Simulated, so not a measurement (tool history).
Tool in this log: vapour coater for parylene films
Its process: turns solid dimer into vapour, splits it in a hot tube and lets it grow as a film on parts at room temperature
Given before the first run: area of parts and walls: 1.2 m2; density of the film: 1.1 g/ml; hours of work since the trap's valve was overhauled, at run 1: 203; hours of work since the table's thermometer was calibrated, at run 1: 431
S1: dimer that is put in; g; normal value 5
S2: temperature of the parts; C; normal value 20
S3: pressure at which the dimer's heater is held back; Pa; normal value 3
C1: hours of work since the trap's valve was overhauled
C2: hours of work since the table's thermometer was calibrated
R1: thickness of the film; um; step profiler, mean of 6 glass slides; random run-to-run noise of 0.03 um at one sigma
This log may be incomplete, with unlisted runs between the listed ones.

run,hour,S1,S2,S3,C1,C2,R1
1,0,5,20,3,203,431,2.59
2,55.8,5,20,3,239,466,2.58
3,83.8,5,20,2.1,256,484,2.73
4,136.4,5,20,3,290,517,2.52
5,186.5,5,20,3,321,549,2.45
6,241.8,5,20,3,356,584,2.45
7,287.1,5,20,3,385,612,2.39
8,323.9,5,20,3,409,636,2.44
9,363.4,5,20,10.72,434,661,1.84
# hour 373.4: trap's valve overhauled
10,406.4,5,20,4.57,21,685,2.51
11,454.5,5,20,4.57,51,716,2.47
12,512.1,5,20,4.57,88,752,2.44
13,554.4,3,20,3,115,779,1.61
14,601.5,8,13,2.6,145,809,5.51
15,634.9,8,13,2.6,166,830,5.52
16,690.9,8,13,2.6,201,866,5.41
17,743.7,9,29,4.74,235,899,3.06

For run 18, what comes out?
18,785.5,4,18,3.7,261,926,?

For run 18 the tool returned R1 2.08 um.
Were there no unlogged condition in the tool, this run, its random variation unchanged, would have produced R1 2.32 um.
